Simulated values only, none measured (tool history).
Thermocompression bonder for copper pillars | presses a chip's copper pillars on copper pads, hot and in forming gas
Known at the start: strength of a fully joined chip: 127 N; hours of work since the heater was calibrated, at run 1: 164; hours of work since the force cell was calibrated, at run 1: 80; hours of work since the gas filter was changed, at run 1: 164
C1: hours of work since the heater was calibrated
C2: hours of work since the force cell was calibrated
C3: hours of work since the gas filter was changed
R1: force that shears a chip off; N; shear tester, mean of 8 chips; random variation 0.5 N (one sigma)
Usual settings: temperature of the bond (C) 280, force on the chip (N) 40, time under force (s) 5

{"run": 1, "hour": 0.0, "temperature of the bond (C)": 280, "force on the chip (N)": 40, "time under force (s)": 5, "C1": 164, "C2": 80, "C3": 164, "R1": 84.8}
{"run": 2, "hour": 10.0, "temperature of the bond (C)": 280, "force on the chip (N)": 40, "time under force (s)": 5, "C1": 172, "C2": 88, "C3": 172, "R1": 85.5}
{"run": 3, "hour": 16.8, "temperature of the bond (C)": 280, "force on the chip (N)": 40, "time under force (s)": 5, "C1": 177, "C2": 93, "C3": 177, "R1": 84.5}
{"run": 4, "hour": 23.9, "temperature of the bond (C)": 280, "force on the chip (N)": 40, "time under force (s)": 5, "C1": 183, "C2": 99, "C3": 183, "R1": 85.0}
{"run": 5, "hour": 32.5, "temperature of the bond (C)": 280, "force on the chip (N)": 40, "time under force (s)": 5, "C1": 190, "C2": 106, "C3": 190, "R1": 84.1}
{"run": 6, "hour": 45.0, "temperature of the bond (C)": 280, "force on the chip (N)": 40, "time under force (s)": 5, "C1": 199, "C2": 115, "C3": 199, "R1": 84.4}
{"run": 7, "hour": 55.3, "temperature of the bond (C)": 280, "force on the chip (N)": 40, "time under force (s)": 5, "C1": 207, "C2": 124, "C3": 207, "R1": 84.5}
{"run": 8, "hour": 63.8, "temperature of the bond (C)": 280, "force on the chip (N)": 40, "time under force (s)": 5, "C1": 214, "C2": 130, "C3": 214, "R1": 84.3}
{"run": 9, "hour": 72.4, "temperature of the bond (C)": 280, "force on the chip (N)": 40, "time under force (s)": 5, "C1": 221, "C2": 137, "C3": 221, "R1": 85.6}
{"run": 10, "hour": 79.3, "temperature of the bond (C)": 302, "force on the chip (N)": 40, "time under force (s)": 5, "C1": 226, "C2": 142, "C3": 226, "R1": 93.4}
{"run": 11, "hour": 85.0, "temperature of the bond (C)": 302, "force on the chip (N)": 40, "time under force (s)": 5, "C1": 231, "C2": 147, "C3": 231, "R1": 94.5}
{"run": 12, "hour": 90.3, "temperature of the bond (C)": 302, "force on the chip (N)": 40, "time under force (s)": 5, "C1": 235, "C2": 151, "C3": 235, "R1": 94.7}
{"run": 13, "hour": 102.4, "temperature of the bond (C)": 302, "force on the chip (N)": 40, "time under force (s)": 5, "C1": 244, "C2": 160, "C3": 244, "R1": 94.3}
{"run": 14, "hour": 109.1, "temperature of the bond (C)": 280, "force on the chip (N)": 40, "time under force (s)": 5, "C1": 250, "C2": 166, "C3": 250, "R1": 84.0}
{"run": 15, "hour": 121.6, "temperature of the bond (C)": 280, "force on the chip (N)": 40, "time under force (s)": 5, "C1": 259, "C2": 175, "C3": 259, "R1": 83.7}
{"run": 16, "hour": 127.2, "temperature of the bond (C)": 280, "force on the chip (N)": 40, "time under force (s)": 5, "C1": 264, "C2": 180, "C3": 264, "R1": 83.8}
{"run": 17, "hour": 138.1, "temperature of the bond (C)": 308, "force on the chip (N)": 40, "time under force (s)": 5, "C1": 272, "C2": 188, "C3": 272, "R1": 95.6}
{"run": 18, "hour": 144.5, "temperature of the bond (C)": 297, "force on the chip (N)": 32, "time under force (s)": 5, "C1": 277, "C2": 193, "C3": 277, "R1": 81.7}
{"run": 19, "hour": 150.6, "temperature of the bond (C)": 297, "force on the chip (N)": 27, "time under force (s)": 5, "C1": 282, "C2": 198, "C3": 282, "R1": 75.1}
{"run": 20, "hour": 158.0, "temperature of the bond (C)": 297, "force on the chip (N)": 27, "time under force (s)": 5, "C1": 288, "C2": 204, "C3": 288, "R1": 74.2}
{"run": 21, "hour": 164.1, "temperature of the bond (C)": 283, "force on the chip (N)": 27, "time under force (s)": 12, "C1": 293, "C2": 209, "C3": 293, "R1": 86.8}
{"hour": 166.4, "done": "force cell calibrated"}
{"run": 22, "hour": 175.7, "temperature of the bond (C)": 268, "force on the chip (N)": 27, "time under force (s)": 3, "C1": 300, "C2": 7, "C3": 300, "R1": 50.5}
{"run": 23, "hour": 186.2, "temperature of the bond (C)": 280, "force on the chip (N)": 40, "time under force (s)": 4, "C1": 309, "C2": 16, "C3": 309, "R1": 78.4}
{"run": 24, "hour": 192.3, "temperature of the bond (C)": 282, "force on the chip (N)": 40, "time under force (s)": 4, "C1": 313, "C2": 20, "C3": 313, "R1": 79.4}
{"run": 25, "hour": 200.0, "temperature of the bond (C)": 280, "force on the chip (N)": 55, "time under force (s)": 5, "C1": 320, "C2": 26, "C3": 320, "R1": 96.1}
{"run": 26, "hour": 211.4, "temperature of the bond (C)": 280, "force on the chip (N)": 55, "time under force (s)": 5, "C1": 328, "C2": 35, "C3": 328, "R1": 95.9}
{"run": 27, "hour": 218.4, "temperature of the bond (C)": 280, "force on the chip (N)": 55, "time under force (s)": 3, "C1": 334, "C2": 41, "C3": 334, "R1": 85.1}
{"run": 28, "hour": 227.4, "temperature of the bond (C)": 280, "force on the chip (N)": 55, "time under force (s)": 3, "C1": 341, "C2": 48, "C3": 341, "R1": 85.0}
{"run": 29, "hour": 235.2, "temperature of the bond (C)": 280, "force on the chip (N)": 55, "time under force (s)": 3, "C1": 347, "C2": 54, "C3": 347, "R1": 83.9}
{"hour": 239.8, "done": "force cell calibrated, once more"}
{"run": 30, "hour": 248.5, "temperature of the bond (C)": 280, "force on the chip (N)": 55, "time under force (s)": 3, "C1": 356, "C2": 7, "C3": 356, "R1": 85.5}
{"run": 31, "hour": 260.6, "temperature of the bond (C)": 272, "force on the chip (N)": 56, "time under force (s)": 8, "C1": 366, "C2": 16, "C3": 366, "R1": 101.1}
{"run": 32, "hour": 272.6, "temperature of the bond (C)": 287, "force on the chip (N)": 42, "time under force (s)": 5, "C1": 375, "C2": 26, "C3": 375, "R1": 88.0}
{"run": 33, "hour": 282.0, "temperature of the bond (C)": 268, "force on the chip (N)": 46, "time under force (s)": 14, "C1": 382, "C2": 33, "C3": 382, "R1": 102.2}
{"run": 34, "hour": 291.6, "temperature of the bond (C)": 256, "force on the chip (N)": 29, "time under force (s)": 4, "C1": 390, "C2": 40, "C3": 390, "R1": 52.3}

Measured less the same run without the tool's hidden state. The same run-to-run variation is in both; the gauge's scatter may not be:
The hidden state here: true temperature of the bond over the reading, C; force that reaches the chip, % of what is set; oxide that the forming gas leaves, % of the face; drift of the gauge itself on shear_n, %.
run=1 R1=-2.6
run=2 R1=-2.7
run=3 R1=-2.8
run=4 R1=-2.9
run=5 R1=-3.0
run=6 R1=-3.1
run=7 R1=-3.2
run=8 R1=-3.3
run=9 R1=-3.4
run=10 R1=-4.1
run=11 R1=-4.1
run=12 R1=-4.2
run=13 R1=-4.4
run=14 R1=-3.9
run=15 R1=-4.0
run=16 R1=-4.1
run=17 R1=-5.0
run=18 R1=-4.3
run=19 R1=-3.9
run=20 R1=-4.0
run=21 R1=-4.7
run=22 R1=-2.7
run=23 R1=-4.6
run=24 R1=-4.7
run=25 R1=-5.9
run=26 R1=-6.0
run=27 R1=-5.4
run=28 R1=-5.5
run=29 R1=-5.6
run=30 R1=-5.1
run=31 R1=-6.7
run=32 R1=-5.7
run=33 R1=-7.1
run=34 R1=-3.0
